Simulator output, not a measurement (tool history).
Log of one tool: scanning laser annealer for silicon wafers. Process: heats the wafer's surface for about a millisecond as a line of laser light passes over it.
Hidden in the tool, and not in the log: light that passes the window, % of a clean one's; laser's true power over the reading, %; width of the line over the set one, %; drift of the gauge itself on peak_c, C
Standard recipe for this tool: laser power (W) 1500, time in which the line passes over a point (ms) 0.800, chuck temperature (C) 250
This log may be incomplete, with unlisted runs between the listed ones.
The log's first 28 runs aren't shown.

run	hour	laser power (W)	time in which the line passes over a point (ms)	chuck temperature (C)	hours of work since the window was cleaned	hours of work since the power meter was calibrated	hours of work since the optics were aligned	highest temperature of the surface (C)
29	388.6	1534	0.712	285	192	11	469	960
30	405.8	1600	0.561	215	199	19	476	828
31	418.2	1500	0.595	275	205	24	482	863
32	429.2	1500	0.595	275	210	29	487	864
33	445.0	1638	0.842	228	216	36	493	1020
34	458.6	1388	0.855	228	222	42	499	899
35	473.8	1500	0.722	250	229	49	506	911
36	490.8	1500	0.712	259	237	56	514	912
37	506.2	1317	0.686	226	243	63	520	778

Forecast run 38:
38	514.3	1317	0.686	226	247	67	524	?

highest temperature of the surface (C): 777
On a tool with no hidden condition, and with the same random variation, this run would have come out at highest temperature of the surface (C) 794.
